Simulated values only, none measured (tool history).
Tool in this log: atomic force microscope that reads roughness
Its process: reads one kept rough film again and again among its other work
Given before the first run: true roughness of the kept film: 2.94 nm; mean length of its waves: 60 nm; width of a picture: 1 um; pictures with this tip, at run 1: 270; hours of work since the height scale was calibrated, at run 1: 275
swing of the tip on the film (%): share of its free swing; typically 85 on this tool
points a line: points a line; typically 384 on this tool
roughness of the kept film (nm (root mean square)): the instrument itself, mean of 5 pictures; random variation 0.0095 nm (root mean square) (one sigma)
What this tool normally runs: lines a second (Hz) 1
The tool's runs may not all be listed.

run,hour,lines a second (Hz),swing of the tip on the film (%),points a line,pictures with this tip,hours of work since the height scale was calibrated,roughness of the kept film (nm (root mean square))
1,0,1,85,384,270,275,2.629
2,7.9,1,85,384,281,281,2.643
3,19.5,1,58,384,298,289,2.756
4,27.6,1,58,384,310,294,2.766
# hour 30.4: new tip fitted
5,40.4,1,58,384,15,302,2.812
6,50.4,1,85,384,29,309,2.686
7,61.2,1,67,384,45,316,2.788
8,72.5,1,67,384,61,324,2.809
9,84.6,0.88,79,384,78,332,2.73
10,90.3,0.88,79,384,87,336,2.734
11,97,1,77,948,96,341,2.729
12,105.6,1,77,948,109,347,2.73

Branching from run 12: 4 alternative next runs. What would each branch give?
A,115.3,1,55,384,123,353,?
B,115.3,2.28,85,384,123,353,?
C,115.3,1,77,684,123,353,?
D,115.3,1.13,78,384,123,353,?

run,roughness of the kept film (nm (root mean square))
A,2.827
B,2.459
C,2.709
D,2.705
Stripped of hidden state, with their random variation kept, the same runs would have yielded:
run,roughness of the kept film (nm (root mean square))
A,2.851
B,2.48
C,2.732
D,2.728

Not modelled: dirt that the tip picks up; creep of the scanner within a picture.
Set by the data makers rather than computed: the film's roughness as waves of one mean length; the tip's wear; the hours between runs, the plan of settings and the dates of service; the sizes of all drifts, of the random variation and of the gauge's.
